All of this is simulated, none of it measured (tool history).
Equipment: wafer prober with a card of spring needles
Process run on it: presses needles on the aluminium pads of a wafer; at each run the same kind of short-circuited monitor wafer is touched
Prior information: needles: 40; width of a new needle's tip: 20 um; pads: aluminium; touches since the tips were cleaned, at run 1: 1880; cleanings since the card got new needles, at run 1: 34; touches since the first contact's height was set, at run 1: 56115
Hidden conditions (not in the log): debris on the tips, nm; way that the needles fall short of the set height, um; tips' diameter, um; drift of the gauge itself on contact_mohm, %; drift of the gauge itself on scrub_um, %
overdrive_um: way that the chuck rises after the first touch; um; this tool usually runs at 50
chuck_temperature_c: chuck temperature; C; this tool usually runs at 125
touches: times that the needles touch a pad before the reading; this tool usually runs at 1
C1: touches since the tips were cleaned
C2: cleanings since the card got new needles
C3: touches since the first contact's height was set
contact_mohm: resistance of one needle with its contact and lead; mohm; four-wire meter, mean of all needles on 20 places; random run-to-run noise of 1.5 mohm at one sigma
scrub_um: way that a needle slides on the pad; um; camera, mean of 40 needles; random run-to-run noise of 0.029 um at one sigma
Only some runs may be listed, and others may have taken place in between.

{"run": 1, "day": 0.0, "overdrive_um": 50, "chuck_temperature_c": 125, "touches": 1, "C1": 1880, "C2": 34, "C3": 56115, "contact_mohm": 240, "scrub_um": 8.4}
{"day": 0.292, "done": "tips cleaned on abrasive film"}
{"day": 0.754, "done": "tips cleaned on abrasive film"}
{"day": 1.212, "done": "tips cleaned on abrasive film"}
{"day": 1.625, "done": "tips cleaned on abrasive film"}
{"run": 2, "day": 1.625, "overdrive_um": 50, "chuck_temperature_c": 125, "touches": 1, "C1": 0, "C2": 38, "C3": 77901, "contact_mohm": 158, "scrub_um": 8.41}
{"day": 1.708, "done": "height of the first contact set anew"}
{"day": 2.05, "done": "tips cleaned on abrasive film"}
{"day": 2.438, "done": "tips cleaned on abrasive film"}
{"day": 2.917, "done": "tips cleaned on abrasive film"}
{"run": 3, "day": 3.188, "overdrive_um": 50, "chuck_temperature_c": 125, "touches": 1, "C1": 3681, "C2": 41, "C3": 19925, "contact_mohm": 272, "scrub_um": 8.51}
{"day": 3.383, "done": "tips cleaned on abrasive film"}
{"day": 3.858, "done": "tips cleaned on abrasive film"}
{"day": 4.312, "done": "tips cleaned on abrasive film"}
{"day": 4.775, "done": "tips cleaned on abrasive film"}
{"run": 4, "day": 4.796, "overdrive_um": 50, "chuck_temperature_c": 125, "touches": 1, "C1": 273, "C2": 45, "C3": 41493, "contact_mohm": 172, "scrub_um": 8.49}
{"day": 5.179, "done": "tips cleaned on abrasive film"}
{"day": 5.633, "done": "tips cleaned on abrasive film"}
{"day": 6.054, "done": "tips cleaned on abrasive film"}
{"run": 5, "day": 6.054, "overdrive_um": 50, "chuck_temperature_c": 125, "touches": 1, "C1": 0, "C2": 48, "C3": 58399, "contact_mohm": 162, "scrub_um": 8.44}
{"day": 6.512, "done": "tips cleaned on abrasive film"}
{"day": 6.988, "done": "tips cleaned on abrasive film"}
{"day": 7.421, "done": "tips cleaned on abrasive film"}
{"run": 6, "day": 7.421, "overdrive_um": 50, "chuck_temperature_c": 125, "touches": 1, "C1": 0, "C2": 51, "C3": 76747, "contact_mohm": 155, "scrub_um": 8.43}
{"day": 7.612, "done": "height of the first contact set anew"}
{"day": 7.892, "done": "tips cleaned on abrasive film"}
{"run": 7, "day": 8.208, "overdrive_um": 50, "chuck_temperature_c": 125, "touches": 2, "C1": 4273, "C2": 52, "C3": 8013, "contact_mohm": 227, "scrub_um": 8.49}
{"day": 8.308, "done": "tips cleaned on abrasive film"}
{"day": 8.762, "done": "tips cleaned on abrasive film"}
{"day": 9.212, "done": "tips cleaned on abrasive film"}
{"day": 9.671, "done": "tips cleaned on abrasive film"}
{"run": 8, "day": 9.867, "overdrive_um": 50, "chuck_temperature_c": 125, "touches": 2, "C1": 2661, "C2": 56, "C3": 30291, "contact_mohm": 211, "scrub_um": 8.48}
{"day": 10.062, "done": "tips cleaned on abrasive film"}
{"day": 10.504, "done": "tips cleaned on abrasive film"}
{"day": 10.925, "done": "tips cleaned on abrasive film"}
{"run": 9, "day": 10.925, "overdrive_um": 50, "chuck_temperature_c": 30, "touches": 1, "C1": 0, "C2": 59, "C3": 44488, "contact_mohm": 141, "scrub_um": 8.44}
{"day": 11.408, "done": "tips cleaned on abrasive film"}
{"day": 11.888, "done": "tips cleaned on abrasive film"}
{"day": 12.367, "done": "tips cleaned on abrasive film"}
{"run": 10, "day": 12.392, "overdrive_um": 50, "chuck_temperature_c": 30, "touches": 1, "C1": 306, "C2": 62, "C3": 64164, "contact_mohm": 162, "scrub_um": 8.4}
{"day": 12.758, "done": "tips cleaned on abrasive film"}
{"day": 13.221, "done": "tips cleaned on abrasive film"}
{"day": 13.521, "done": "height of the first contact set anew"}
{"day": 13.717, "done": "tips cleaned on abrasive film"}
{"run": 11, "day": 13.967, "overdrive_um": 50, "chuck_temperature_c": 30, "touches": 1, "C1": 3387, "C2": 65, "C3": 5969, "contact_mohm": 279, "scrub_um": 8.51}
{"day": 14.158, "done": "tips cleaned on abrasive film"}
{"day": 14.625, "done": "tips cleaned on abrasive film"}
{"run": 12, "day": 14.938, "overdrive_um": 50, "chuck_temperature_c": 42, "touches": 1, "C1": 4271, "C2": 67, "C3": 19058, "contact_mohm": 296, "scrub_um": 8.53}
{"day": 15.038, "done": "tips cleaned on abrasive film"}
{"day": 15.512, "done": "tips cleaned on abrasive film"}
{"day": 15.967, "done": "tips cleaned on abrasive film"}
{"run": 13, "day": 15.967, "overdrive_um": 50, "chuck_temperature_c": 42, "touches": 1, "C1": 0, "C2": 70, "C3": 32853, "contact_mohm": 152, "scrub_um": 8.46}
{"day": 16.425, "done": "tips cleaned on abrasive film"}
{"run": 14, "day": 16.8, "overdrive_um": 50, "chuck_temperature_c": 42, "touches": 1, "C1": 5104, "C2": 71, "C3": 44080, "contact_mohm": 302, "scrub_um": 8.48}
{"day": 16.9, "done": "tips cleaned on abrasive film"}
{"day": 17.283, "done": "tips cleaned on abrasive film"}
{"day": 17.762, "done": "tips cleaned on abrasive film"}
{"run": 15, "day": 18.088, "overdrive_um": 32, "chuck_temperature_c": 46, "touches": 1, "C1": 4404, "C2": 74, "C3": 61396, "contact_mohm": 553, "scrub_um": 5.34}
{"day": 18.175, "done": "tips cleaned on abrasive film"}
{"day": 18.612, "done": "tips cleaned on abrasive film"}
{"day": 19.092, "done": "tips cleaned on abrasive film"}
{"day": 19.392, "done": "height of the first contact set anew"}
{"day": 19.488, "done": "tips cleaned on abrasive film"}
{"run": 16, "day": 19.775, "overdrive_um": 57, "chuck_temperature_c": 37, "touches": 1, "C1": 3873, "C2": 78, "C3": 5165, "contact_mohm": 257, "scrub_um": 9.74}
{"day": 19.962, "done": "tips cleaned on abrasive film"}
{"day": 20.442, "done": "tips cleaned on abrasive film"}
{"run": 17, "day": 20.583, "overdrive_um": 57, "chuck_temperature_c": 37, "touches": 1, "C1": 1881, "C2": 80, "C3": 15997, "contact_mohm": 215, "scrub_um": 9.72}
{"day": 20.867, "done": "tips cleaned on abrasive film"}
{"day": 21.346, "done": "tips cleaned on abrasive film"}
{"day": 21.796, "done": "tips cleaned on abrasive film"}
{"day": 22.183, "done": "tips cleaned on abrasive film"}
{"run": 18, "day": 22.346, "overdrive_um": 45, "chuck_temperature_c": 85, "touches": 1, "C1": 2230, "C2": 84, "C3": 39697, "contact_mohm": 298, "scrub_um": 7.56}
{"day": 22.638, "done": "tips cleaned on abrasive film"}
{"day": 23.108, "done": "tips cleaned on abrasive film"}
{"day": 23.496, "done": "tips cleaned on abrasive film"}
{"run": 19, "day": 23.85, "overdrive_um": 40, "chuck_temperature_c": 44, "touches": 1, "C1": 4813, "C2": 87, "C3": 59929, "contact_mohm": 418, "scrub_um": 6.69}
{"day": 23.95, "done": "tips cleaned on abrasive film"}
{"day": 24.417, "done": "tips cleaned on abrasive film"}
{"day": 24.858, "done": "tips cleaned on abrasive film"}
{"day": 25.229, "done": "height of the first contact set anew"}
{"day": 25.329, "done": "tips cleaned on abrasive film"}
{"run": 20, "day": 25.512, "overdrive_um": 52, "chuck_temperature_c": 125, "touches": 2, "C1": 2518, "C2": 91, "C3": 3809, "contact_mohm": 211, "scrub_um": 8.86}
{"day": 25.779, "done": "tips cleaned on abrasive film"}
{"day": 26.254, "done": "tips cleaned on abrasive film"}
{"day": 26.721, "done": "tips cleaned on abrasive film"}
{"run": 21, "day": 26.904, "overdrive_um": 50, "chuck_temperature_c": 77, "touches": 2, "C1": 2493, "C2": 94, "C3": 22480, "contact_mohm": 221, "scrub_um": 8.54}
{"day": 27.192, "done": "tips cleaned on abrasive film"}
{"day": 27.654, "done": "tips cleaned on abrasive film"}
{"day": 28.117, "done": "tips cleaned on abrasive film"}
{"day": 28.533, "done": "tips cleaned on abrasive film"}
{"run": 22, "day": 28.533, "overdrive_um": 67, "chuck_temperature_c": 98, "touches": 1, "C1": 0, "C2": 98, "C3": 44387, "contact_mohm": 140, "scrub_um": 11.36}
{"day": 28.971, "done": "tips cleaned on abrasive film"}
{"run": 23, "day": 29.317, "overdrive_um": 57, "chuck_temperature_c": 125, "touches": 1, "C1": 4674, "C2": 99, "C3": 54914, "contact_mohm": 267, "scrub_um": 9.64}
{"day": 29.412, "done": "tips cleaned on abrasive film"}
{"day": 29.888, "done": "tips cleaned on abrasive film"}
{"day": 30.358, "done": "tips cleaned on abrasive film"}
{"run": 24, "day": 30.662, "overdrive_um": 57, "chuck_temperature_c": 125, "touches": 1, "C1": 4128, "C2": 102, "C3": 72994, "contact_mohm": 268, "scrub_um": 9.54}
{"day": 30.758, "done": "tips cleaned on abrasive film"}
{"day": 31.058, "done": "height of the first contact set anew"}
{"day": 31.254, "done": "tips cleaned on abrasive film"}
{"day": 31.708, "done": "tips cleaned on abrasive film"}
{"run": 25, "day": 31.721, "overdrive_um": 45, "chuck_temperature_c": 86, "touches": 3, "C1": 160, "C2": 105, "C3": 8872, "contact_mohm": 159, "scrub_um": 7.66}
{"day": 32.183, "done": "tips cleaned on abrasive film"}
{"day": 32.662, "done": "tips cleaned on abrasive film"}
{"run": 26, "day": 32.962, "overdrive_um": 31, "chuck_temperature_c": 125, "touches": 2, "C1": 4086, "C2": 107, "C3": 25627, "contact_mohm": 396, "scrub_um": 5.26}
{"day": 33.142, "done": "tips cleaned on abrasive film"}
{"day": 33.525, "done": "tips cleaned on abrasive film"}
{"day": 33.942, "done": "tips cleaned on abrasive film"}
{"day": 34.421, "done": "tips cleaned on abrasive film"}
{"run": 27, "day": 34.579, "overdrive_um": 66, "chuck_temperature_c": 52, "touches": 1, "C1": 2117, "C2": 111, "C3": 47281, "contact_mohm": 205, "scrub_um": 11.14}

For some of the steps in contact_mohm from one run to the next: how much would appear even if the tool had no hidden state, given the settings, what came in and random variation, and how much remains for the hidden state plus any gauge scatter that the measured result and the result without hidden state don't share?
Run 14 -> 15: overdrive_um 50 -> 32, chuck_temperature_c 42 -> 46, tips cleaned on abrasive film, tips cleaned on abrasive film, tips cleaned on abrasive film. contact_mohm +251 mohm: hidden state +236, all else +15.
Run 15 -> 16: overdrive_um 32 -> 57, chuck_temperature_c 46 -> 37, tips cleaned on abrasive film, tips cleaned on abrasive film, tips cleaned on abrasive film, height of the first contact set anew, tips cleaned on abrasive film. contact_mohm -296 mohm: hidden state -281, all else -15.
